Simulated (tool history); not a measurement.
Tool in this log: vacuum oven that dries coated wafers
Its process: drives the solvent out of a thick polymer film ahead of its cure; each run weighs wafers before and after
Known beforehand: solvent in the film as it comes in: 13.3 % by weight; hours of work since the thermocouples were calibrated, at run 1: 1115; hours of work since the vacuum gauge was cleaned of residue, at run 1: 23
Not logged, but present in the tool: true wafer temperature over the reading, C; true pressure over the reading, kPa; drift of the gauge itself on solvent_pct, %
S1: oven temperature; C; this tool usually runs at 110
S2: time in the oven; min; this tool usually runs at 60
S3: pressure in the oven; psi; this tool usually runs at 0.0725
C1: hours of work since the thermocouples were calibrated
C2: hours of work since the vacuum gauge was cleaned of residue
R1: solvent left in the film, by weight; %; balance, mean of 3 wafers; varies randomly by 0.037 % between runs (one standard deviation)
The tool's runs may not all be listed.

Run 1, hour 0.0: usual settings; C1 1115; C2 23. Result: R1 1.63 %.
Run 2, hour 63.5: usual settings; C1 1147; C2 55. Result: R1 1.66 %.
Run 3, hour 118.1: usual settings; C1 1174; C2 82. Result: R1 1.66 %.
Run 4, hour 175.4: usual settings; C1 1203; C2 111. Result: R1 1.63 %.
Run 5, hour 278.8: usual settings; C1 1255; C2 162. Result: R1 1.65 %.
Run 6, hour 342.0: usual settings; C1 1286; C2 194. Result: R1 1.63 %.
Run 7, hour 428.0: usual settings; C1 1329; C2 237. Result: R1 1.58 %.
Run 8, hour 507.2: usual settings; C1 1369; C2 277. Result: R1 1.62 %.
Run 9, hour 623.3: usual settings; C1 1427; C2 335. Result: R1 1.60 %.
Run 10, hour 674.2: usual settings; C1 1453; C2 361. Result: R1 1.59 %.
Run 11, hour 771.2: usual settings; C1 1501; C2 409. Result: R1 1.62 %.
At hour 812.1: oven's thermocouples calibrated.
Run 12, hour 870.3: usual settings; C1 29; C2 458. Result: R1 2.00 %.
Run 13, hour 918.6: usual settings; C1 53; C2 482. Result: R1 2.07 %.
Run 14, hour 992.4: usual settings but S3 0.1197 psi; C1 90; C2 519. Result: R1 2.07 %.
Run 15, hour 1067.3: usual settings but S2 101 min, S3 0.0788 psi; C1 128; C2 557. Result: R1 0.73 %.
Run 16, hour 1142.6: usual settings but S1 109 C, S2 59 min, S3 0.0410 psi; C1 166; C2 595. Result: R1 2.18 %.
Run 17, hour 1206.3: usual settings but S1 109 C, S2 106 min, S3 0.0538 psi; C1 198; C2 626. Result: R1 0.69 %.
Run 18, hour 1303.3: usual settings but S1 113 C, S2 65 min, S3 0.1608 psi; C1 246; C2 675. Result: R1 1.46 %.
Run 19, hour 1409.8: usual settings but S1 113 C, S2 32 min, S3 0.0416 psi; C1 300; C2 728. Result: R1 3.80 %.
Run 20, hour 1521.1: usual settings but S1 97 C, S2 55 min; C1 355; C2 784. Result: R1 4.49 %.
Run 21, hour 1640.0: usual settings but S1 107 C, S2 33 min, S3 0.1810 psi; C1 415; C2 844. Result: R1 4.75 %.
Run 22, hour 1728.0: usual settings but S1 104 C, S2 96 min; C1 459; C2 888. Result: R1 1.38 %.
Run 23, hour 1813.2: usual settings but S1 104 C, S2 50 min, S3 0.1360 psi; C1 502; C2 931. Result: R1 3.61 %.

Here are 3 independent what-if runs from the current tool condition. What would each one return?
Run A, hour 1888.6: usual settings but S1 119 C, S2 65 min, S3 0.2134 psi; C1 540; C2 968. Result: R1 ?.
Run B, hour 1888.6: usual settings but S1 114 C, S2 34 min, S3 0.0419 psi; C1 540; C2 968. Result: R1 ?.
Run C, hour 1888.6: usual settings but S1 108 C, S2 31 min, S3 0.1360 psi; C1 540; C2 968. Result: R1 ?.

run    R1
  A  0.86
  B  3.28
  C  4.81
Without the tool's hidden state the same runs would have given:
run    R1
  A  0.88
  B  3.36
  C  4.88
